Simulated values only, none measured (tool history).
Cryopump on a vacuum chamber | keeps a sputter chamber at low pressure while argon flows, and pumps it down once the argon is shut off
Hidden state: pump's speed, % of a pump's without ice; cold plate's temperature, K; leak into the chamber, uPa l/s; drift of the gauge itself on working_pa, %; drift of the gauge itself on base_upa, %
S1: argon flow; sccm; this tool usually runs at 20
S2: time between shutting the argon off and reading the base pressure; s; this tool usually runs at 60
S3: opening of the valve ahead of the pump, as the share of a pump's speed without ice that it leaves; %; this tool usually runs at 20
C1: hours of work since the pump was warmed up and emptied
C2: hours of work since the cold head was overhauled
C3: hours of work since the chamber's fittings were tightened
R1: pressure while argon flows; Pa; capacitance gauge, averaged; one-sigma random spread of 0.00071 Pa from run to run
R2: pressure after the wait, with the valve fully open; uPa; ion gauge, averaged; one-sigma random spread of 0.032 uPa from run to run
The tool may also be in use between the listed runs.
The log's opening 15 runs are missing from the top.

| run | day | S1 | S2 | S3 | C1 | C2 | C3 | R1 | R2 |
|---|---|---|---|---|---|---|---|---|---|
| 16 | 8.588 | 20 | 60 | 20 | 174 | 174 | 771 | 0.1282 | 2.28 |
| 17 | 9 | 20 | 60 | 27 | 178 | 178 | 775 | 0.0963 | 2.22 |
| 18 | 9.771 | 20 | 60 | 27 | 186 | 186 | 783 | 0.0979 | 2.26 |
| 19 | 10.242 | 27 | 150 | 20 | 191 | 191 | 788 | 0.1724 | 1.37 |
| 20 | 10.621 | 27 | 150 | 20 | 195 | 195 | 792 | 0.1749 | 1.41 |
| 21 | 10.954 | 27 | 150 | 20 | 198 | 198 | 796 | 0.1745 | 1.43 |
| 22 | 11.508 | 27 | 150 | 20 | 204 | 204 | 802 | 0.1735 | 1.42 |
| 23 | 12.038 | 15 | 32 | 20 | 210 | 210 | 807 | 0.0973 | 3.56 |
| 24 | 12.575 | 10 | 60 | 17 | 215 | 215 | 813 | 0.0757 | 2.27 |
| 25 | 13.383 | 10 | 60 | 17 | 224 | 224 | 821 | 0.0757 | 2.31 |
| 26 | 14.029 | 10 | 60 | 17 | 231 | 231 | 828 | 0.0765 | 2.26 |
| 27 | 14.758 | 10 | 60 | 17 | 238 | 238 | 836 | 0.0768 | 2.26 |
| 28 | 15.367 | 10 | 60 | 17 | 245 | 245 | 842 | 0.0763 | 2.27 |
| 29 | 15.812 | 10 | 60 | 17 | 249 | 249 | 847 | 0.0764 | 2.35 |
| 30 | 16.242 | 21 | 130 | 19 | 254 | 254 | 851 | 0.1445 | 1.61 |
| 31 | 16.938 | 21 | 130 | 19 | 261 | 261 | 859 | 0.1431 | 1.58 |
| 32 | 17.542 | 15 | 204 | 35 | 268 | 268 | 865 | 0.0578 | 1.36 |
| 33 | 17.992 | 15 | 204 | 35 | 272 | 272 | 870 | 0.0574 | 1.4 |
| 34 | 18.346 | 15 | 131 | 40 | 276 | 276 | 873 | 0.0515 | 1.6 |
| 35 | 18.704 | 15 | 131 | 37 | 280 | 280 | 877 | 0.0554 | 1.57 |

3 ways to go on from here, each from the tool as it stands after run 35. What would each give?
| A | 19.108 | 25 | 24 | 18 | 284 | 284 | 881 | ? | ? |
| B | 19.108 | 28 | 299 | 20 | 284 | 284 | 881 | ? | ? |
| C | 19.108 | 27 | 48 | 20 | 284 | 284 | 881 | ? | ? |

| run | R1 | R2 |
|---|---|---|
| A | 0.182 | 4.49 |
| B | 0.1828 | 1.28 |
| C | 0.1773 | 2.78 |
Without the tool's unlogged condition, the same runs would have read:
| run | R1 | R2 |
|---|---|---|
| A | 0.1751 | 3.79 |
| B | 0.1751 | 0.56 |
| C | 0.1698 | 2.06 |

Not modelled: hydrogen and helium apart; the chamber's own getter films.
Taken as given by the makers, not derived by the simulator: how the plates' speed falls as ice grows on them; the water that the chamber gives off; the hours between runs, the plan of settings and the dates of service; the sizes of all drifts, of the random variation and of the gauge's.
